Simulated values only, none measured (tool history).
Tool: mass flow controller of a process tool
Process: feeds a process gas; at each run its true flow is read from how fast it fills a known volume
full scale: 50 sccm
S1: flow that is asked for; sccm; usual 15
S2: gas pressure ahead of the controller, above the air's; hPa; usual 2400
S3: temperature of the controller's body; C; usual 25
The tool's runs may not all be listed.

run 1 hour=0.0 | S1=15 S2=2400 S3=25 | true_flow_(%)=100.76
run 2 hour=63.9 | S1=15 S2=2400 S3=25 | true_flow_(%)=100.51
run 3 hour=131.1 | S1=15 S2=2170 S3=25 | true_flow_(%)=100.79
run 4 hour=211.6 | S1=15 S2=2170 S3=25 | true_flow_(%)=100.80
run 5 hour=288.0 | S1=15 S2=2400 S3=25 | true_flow_(%)=100.71
run 6 hour=347.8 | S1=15 S2=2060 S3=25 | true_flow_(%)=100.82
run 7 hour=477.2 | S1=15 S2=2060 S3=25 | true_flow_(%)=100.89
run 8 hour=591.4 | S1=15 S2=2400 S3=25 | true_flow_(%)=100.77
run 9 hour=680.1 | S1=15 S2=2400 S3=25 | true_flow_(%)=100.78
run 10 hour=754.7 | S1=15 S2=1830 S3=25 | true_flow_(%)=101.00
run 11 hour=847.6 | S1=15 S2=1830 S3=25 | true_flow_(%)=100.96
run 12 hour=948.4 | S1=15 S2=1830 S3=25 | true_flow_(%)=100.90
run 13 hour=1041.0 | S1=15 S2=1830 S3=25 | true_flow_(%)=100.99
run 14 hour=1119.8 | S1=10 S2=2400 S3=25 | true_flow_(%)=101.09
run 15 hour=1256.8 | S1=10 S2=2400 S3=25 | true_flow_(%)=101.37
run 16 hour=1323.4 | S1=10 S2=2400 S3=25 | true_flow_(%)=101.13
run 17 hour=1439.9 | S1=10 S2=2400 S3=25 | true_flow_(%)=101.17
run 18 hour=1556.5 | S1=10 S2=2400 S3=25 | true_flow_(%)=101.32
run 19 hour=1663.6 | S1=10 S2=2400 S3=25 | true_flow_(%)=101.27
run 20 hour=1755.9 | S1=15 S2=2400 S3=23 | true_flow_(%)=101.01
run 21 hour=1894.3 | S1=15 S2=2400 S3=23 | true_flow_(%)=101.27
run 22 hour=2029.4 | S1=5 S2=1660 S3=34 | true_flow_(%)=101.65
-- hour=2039.8 controller's zero set anew
run 23 hour=2134.0 | S1=15 S2=1920 S3=24 | true_flow_(%)=101.68
-- hour=2242.9 controller's zero set anew, once more
run 24 hour=2265.0 | S1=15 S2=2630 S3=30 | true_flow_(%)=99.96
run 25 hour=2366.5 | S1=15 S2=2630 S3=30 | true_flow_(%)=100.06
run 26 hour=2461.9 | S1=15 S2=2400 S3=26 | true_flow_(%)=100.46
run 27 hour=2552.4 | S1=15 S2=2400 S3=26 | true_flow_(%)=100.49
run 28 hour=2678.4 | S1=15 S2=2400 S3=26 | true_flow_(%)=100.59
run 29 hour=2746.3 | S1=8 S2=2360 S3=24 | true_flow_(%)=100.78
run 30 hour=2857.0 | S1=23 S2=2160 S3=21 | true_flow_(%)=101.13
run 31 hour=2993.2 | S1=14 S2=2100 S3=25 | true_flow_(%)=100.77
run 32 hour=3094.5 | S1=13 S2=2050 S3=25 | true_flow_(%)=100.80
run 33 hour=3158.5 | S1=10 S2=2780 S3=25 | true_flow_(%)=100.63
run 34 hour=3219.5 | S1=7 S2=1830 S3=25 | true_flow_(%)=101.19
run 35 hour=3353.9 | S1=29 S2=2400 S3=25 | true_flow_(%)=100.74
run 36 hour=3424.0 | S1=32 S2=2400 S3=28 | true_flow_(%)=100.45
run 37 hour=3542.2 | S1=32 S2=2400 S3=28 | true_flow_(%)=100.51
run 38 hour=3670.9 | S1=7 S2=2590 S3=28 | true_flow_(%)=100.58
run 39 hour=3809.3 | S1=10 S2=2400 S3=26 | true_flow_(%)=100.82

Forecast each of these 3 alternatives for the next run:
run A hour=3893.3 | S1=15 S2=2400 S3=21 | true_flow_(%)=?
run B hour=3893.3 | S1=15 S2=2740 S3=24 | true_flow_(%)=?
run C hour=3893.3 | S1=15 S2=2400 S3=27 | true_flow_(%)=?

run=A true_flow_(%)=101.27
run=B true_flow_(%)=100.80
run=C true_flow_(%)=100.64
Without the tool's hidden state the same runs would have given:
run=A true_flow_(%)=100.02
run=B true_flow_(%)=99.55
run=C true_flow_(%)=99.38
